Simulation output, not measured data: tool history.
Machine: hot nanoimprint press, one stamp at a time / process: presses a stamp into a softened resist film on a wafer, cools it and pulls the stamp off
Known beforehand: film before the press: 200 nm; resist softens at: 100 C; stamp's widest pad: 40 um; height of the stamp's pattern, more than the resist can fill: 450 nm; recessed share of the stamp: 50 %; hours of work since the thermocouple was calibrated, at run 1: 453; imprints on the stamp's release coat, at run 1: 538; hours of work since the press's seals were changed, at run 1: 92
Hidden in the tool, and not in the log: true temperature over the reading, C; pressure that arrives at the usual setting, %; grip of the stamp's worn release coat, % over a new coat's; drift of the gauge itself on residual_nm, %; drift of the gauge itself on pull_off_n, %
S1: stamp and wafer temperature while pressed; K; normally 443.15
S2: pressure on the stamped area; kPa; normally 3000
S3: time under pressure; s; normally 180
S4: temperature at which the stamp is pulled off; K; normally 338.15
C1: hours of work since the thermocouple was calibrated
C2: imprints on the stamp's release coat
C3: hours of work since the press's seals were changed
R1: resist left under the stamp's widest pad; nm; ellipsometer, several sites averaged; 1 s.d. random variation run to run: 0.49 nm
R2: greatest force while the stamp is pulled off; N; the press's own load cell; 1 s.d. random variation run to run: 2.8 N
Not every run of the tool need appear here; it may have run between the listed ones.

| run | hour | S1 | S2 | S3 | S4 | C1 | C2 | C3 | R1 | R2 |
|---|---|---|---|---|---|---|---|---|---|---|
| 1 | 0.0 | 443.15 | 3000 | 180 | 338.15 | 453 | 538 | 92 | 81.8 | 244 |
| 2 | 10.7 | 443.15 | 3000 | 180 | 338.15 | 459 | 556 | 98 | 81.0 | 235 |
| 3 | 26.0 | 443.15 | 3000 | 180 | 338.15 | 467 | 581 | 106 | 82.0 | 238 |
| 4 | 40.1 | 443.15 | 3000 | 91 | 338.15 | 475 | 604 | 114 | 106.1 | 239 |
| 5 | 55.0 | 443.15 | 3000 | 180 | 338.15 | 483 | 628 | 122 | 80.8 | 235 |
| 6 | 69.0 | 443.15 | 3000 | 180 | 338.15 | 490 | 651 | 129 | 81.4 | 241 |
| 7 | 81.3 | 443.15 | 3000 | 180 | 338.15 | 497 | 671 | 136 | 79.9 | 245 |
| 8 | 91.0 | 454.15 | 3000 | 180 | 338.15 | 502 | 687 | 141 | 45.1 | 246 |
| 9 | 106.0 | 443.15 | 3000 | 180 | 338.15 | 510 | 712 | 149 | 80.5 | 245 |
| 10 | 114.9 | 443.15 | 3000 | 180 | 338.15 | 515 | 726 | 154 | 80.7 | 242 |
| 11 | 129.7 | 443.15 | 3000 | 180 | 338.15 | 523 | 751 | 162 | 80.6 | 249 |
| 12 | 142.8 | 443.15 | 2710 | 180 | 338.15 | 530 | 772 | 169 | 84.6 | 248 |
| 13 | 151.5 | 443.15 | 3000 | 180 | 338.15 | 535 | 786 | 174 | 80.5 | 245 |
| 14 | 164.2 | 443.15 | 2600 | 180 | 338.15 | 542 | 807 | 181 | 86.5 | 253 |
| 15 | 174.8 | 444.15 | 4380 | 118 | 336.15 | 547 | 825 | 187 | 76.8 | 264 |
|  | 183.8 | stamp cleaned and given a new release coat |
|  | 192.4 | plate thermocouple calibrated |
| 16 | 197.1 | 436.15 | 3190 | 95 | 345.15 | 3 | 16 | 194 | 144.6 | 184 |
| 17 | 208.9 | 432.15 | 4100 | 194 | 336.15 | 9 | 36 | 200 | 134.4 | 232 |
| 18 | 224.7 | 443.15 | 3000 | 180 | 334.15 | 17 | 61 | 209 | 87.2 | 246 |
| 19 | 233.3 | 443.15 | 3000 | 344 | 338.15 | 22 | 76 | 213 | 67.0 | 225 |
| 20 | 242.8 | 443.15 | 3000 | 344 | 338.15 | 27 | 91 | 218 | 66.6 | 225 |
| 21 | 262.3 | 443.15 | 3000 | 344 | 338.15 | 38 | 123 | 229 | 66.8 | 229 |
| 22 | 280.0 | 434.15 | 3290 | 236 | 331.15 | 47 | 152 | 239 | 122.4 | 272 |
| 23 | 293.6 | 448.15 | 4620 | 180 | 338.15 | 55 | 174 | 246 | 52.5 | 232 |
| 24 | 310.3 | 454.15 | 3100 | 96 | 325.15 | 64 | 202 | 255 | 60.2 | 313 |
| 25 | 325.5 | 443.15 | 3740 | 281 | 338.15 | 72 | 227 | 263 | 64.9 | 231 |
| 26 | 340.2 | 443.15 | 3000 | 180 | 338.15 | 80 | 251 | 271 | 85.8 | 231 |
| 27 | 349.7 | 443.15 | 3000 | 180 | 338.15 | 85 | 266 | 276 | 86.4 | 232 |
| 28 | 364.6 | 443.15 | 3000 | 180 | 338.15 | 93 | 291 | 284 | 85.9 | 236 |

Here are 4 independent what-if runs from the current tool condition. What would each one return?
| A | 384.1 | 443.15 | 4590 | 118 | 338.15 | 104 | 323 | 295 | ? | ? |
| B | 384.1 | 442.15 | 3000 | 258 | 334.15 | 104 | 323 | 295 | ? | ? |
| C | 384.1 | 443.15 | 4740 | 180 | 338.15 | 104 | 323 | 295 | ? | ? |
| D | 384.1 | 455.15 | 3000 | 180 | 338.15 | 104 | 323 | 295 | ? | ? |

| run | R1 | R2 |
|---|---|---|
| A | 83.5 | 233 |
| B | 78.4 | 259 |
| C | 68.7 | 237 |
| D | 44.3 | 236 |
Had the tool no hidden state, the same runs would have come out as:
| run | R1 | R2 |
|---|---|---|
| A | 85.6 | 222 |
| B | 80.7 | 247 |
| C | 70.5 | 226 |
| D | 45.4 | 225 |
